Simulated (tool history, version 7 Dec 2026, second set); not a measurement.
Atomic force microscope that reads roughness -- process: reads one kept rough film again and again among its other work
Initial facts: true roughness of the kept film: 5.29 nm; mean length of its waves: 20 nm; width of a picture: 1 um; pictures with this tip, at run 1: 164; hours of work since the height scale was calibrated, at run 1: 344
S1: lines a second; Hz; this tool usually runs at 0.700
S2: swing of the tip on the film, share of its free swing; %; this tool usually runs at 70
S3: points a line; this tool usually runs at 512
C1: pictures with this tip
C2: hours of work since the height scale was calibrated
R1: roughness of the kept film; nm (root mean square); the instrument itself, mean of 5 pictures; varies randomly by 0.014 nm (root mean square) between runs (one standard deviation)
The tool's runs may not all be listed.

| run | hour | S1 | S2 | S3 | C1 | C2 | R1 |
|---|---|---|---|---|---|---|---|
| 1 | 0.0 | 0.700 | 70 | 512 | 164 | 344 | 2.778 |
| 2 | 11.9 | 0.700 | 70 | 512 | 181 | 352 | 2.756 |
| 3 | 21.2 | 0.700 | 70 | 512 | 195 | 359 | 2.702 |
| 4 | 36.4 | 0.700 | 70 | 512 | 217 | 369 | 2.657 |
| 5 | 47.4 | 0.700 | 70 | 512 | 233 | 377 | 2.590 |
| 6 | 66.2 | 0.700 | 70 | 512 | 260 | 390 | 2.529 |
| 7 | 78.0 | 0.700 | 70 | 512 | 277 | 398 | 2.498 |
|  | 79.6 | new tip fitted |
| 8 | 87.5 | 0.700 | 70 | 705 | 12 | 404 | 3.313 |
| 9 | 102.5 | 0.700 | 70 | 834 | 33 | 415 | 3.216 |
| 10 | 117.8 | 0.700 | 70 | 834 | 56 | 425 | 3.136 |
| 11 | 127.9 | 2.824 | 70 | 512 | 70 | 432 | 2.901 |
| 12 | 139.3 | 0.700 | 70 | 588 | 87 | 440 | 3.011 |
| 13 | 153.9 | 0.700 | 70 | 588 | 108 | 450 | 2.930 |
| 14 | 169.7 | 0.700 | 70 | 588 | 131 | 461 | 2.852 |
| 15 | 182.5 | 0.700 | 70 | 588 | 150 | 470 | 2.792 |
| 16 | 196.8 | 2.539 | 70 | 588 | 171 | 480 | 2.606 |
| 17 | 207.1 | 2.539 | 70 | 588 | 186 | 487 | 2.552 |
| 18 | 218.3 | 2.871 | 70 | 512 | 202 | 495 | 2.490 |
| 19 | 228.7 | 2.871 | 70 | 512 | 217 | 502 | 2.454 |
| 20 | 241.3 | 2.871 | 70 | 512 | 235 | 511 | 2.405 |
| 21 | 253.0 | 2.871 | 70 | 512 | 252 | 519 | 2.368 |
| 22 | 269.3 | 2.871 | 73 | 512 | 276 | 531 | 2.293 |
|  | 272.7 | new tip fitted |
| 23 | 279.3 | 2.871 | 73 | 512 | 10 | 537 | 3.068 |
| 24 | 296.4 | 0.700 | 58 | 512 | 35 | 549 | 3.235 |
| 25 | 308.9 | 0.700 | 58 | 512 | 53 | 558 | 3.161 |
| 26 | 318.1 | 0.700 | 55 | 759 | 66 | 564 | 3.135 |
| 27 | 335.8 | 1.323 | 70 | 512 | 92 | 576 | 2.926 |
| 28 | 352.7 | 3.249 | 57 | 379 | 117 | 588 | 2.803 |
| 29 | 370.2 | 0.913 | 77 | 379 | 142 | 600 | 2.747 |
| 30 | 390.0 | 0.913 | 77 | 418 | 171 | 614 | 2.673 |
| 31 | 399.6 | 0.913 | 77 | 418 | 185 | 621 | 2.611 |
| 32 | 419.2 | 0.601 | 57 | 637 | 213 | 634 | 2.639 |
| 33 | 432.4 | 0.700 | 58 | 512 | 233 | 644 | 2.611 |
| 34 | 446.9 | 2.750 | 80 | 512 | 254 | 654 | 2.265 |
|  | 464.3 | new tip fitted |
| 35 | 465.2 | 0.700 | 84 | 326 | 2 | 666 | 3.122 |
| 36 | 485.0 | 0.700 | 84 | 326 | 31 | 680 | 3.015 |
| 37 | 494.7 | 0.934 | 73 | 266 | 45 | 687 | 2.967 |
| 38 | 511.6 | 2.601 | 77 | 536 | 69 | 698 | 2.763 |
| 39 | 524.3 | 1.134 | 59 | 279 | 88 | 707 | 2.855 |
| 40 | 542.3 | 2.568 | 56 | 279 | 114 | 720 | 2.759 |
| 41 | 556.1 | 0.700 | 67 | 393 | 134 | 729 | 2.752 |
| 42 | 576.1 | 2.158 | 67 | 393 | 163 | 743 | 2.580 |
| 43 | 592.7 | 2.158 | 67 | 393 | 187 | 755 | 2.532 |
| 44 | 610.1 | 0.700 | 60 | 377 | 212 | 767 | 2.565 |
| 45 | 623.7 | 1.841 | 90 | 377 | 232 | 776 | 2.213 |
| 46 | 633.4 | 0.589 | 72 | 377 | 246 | 783 | 2.439 |
| 47 | 642.4 | 3.487 | 74 | 876 | 260 | 789 | 2.224 |

4 ways to go on from here, each from the tool as it stands after run 47. What would each give?
|  | 656.2 | new tip fitted |
| A | 656.4 | 2.906 | 85 | 261 | 0 | 799 | ? |
|  | 656.2 | new tip fitted |
| B | 656.4 | 3.487 | 88 | 876 | 0 | 799 | ? |
|  | 656.2 | new tip fitted |
| C | 656.4 | 3.487 | 80 | 876 | 0 | 799 | ? |
|  | 656.2 | new tip fitted |
| D | 656.4 | 1.092 | 72 | 352 | 0 | 799 | ? |

| run | R1 |
|---|---|
| A | 2.756 |
| B | 2.708 |
| C | 2.882 |
| D | 3.207 |
With the hidden condition removed and each run's random variation left untouched, the same runs would have given:
| run | R1 |
|---|---|
| A | 2.847 |
| B | 2.797 |
| C | 2.977 |
| D | 3.313 |
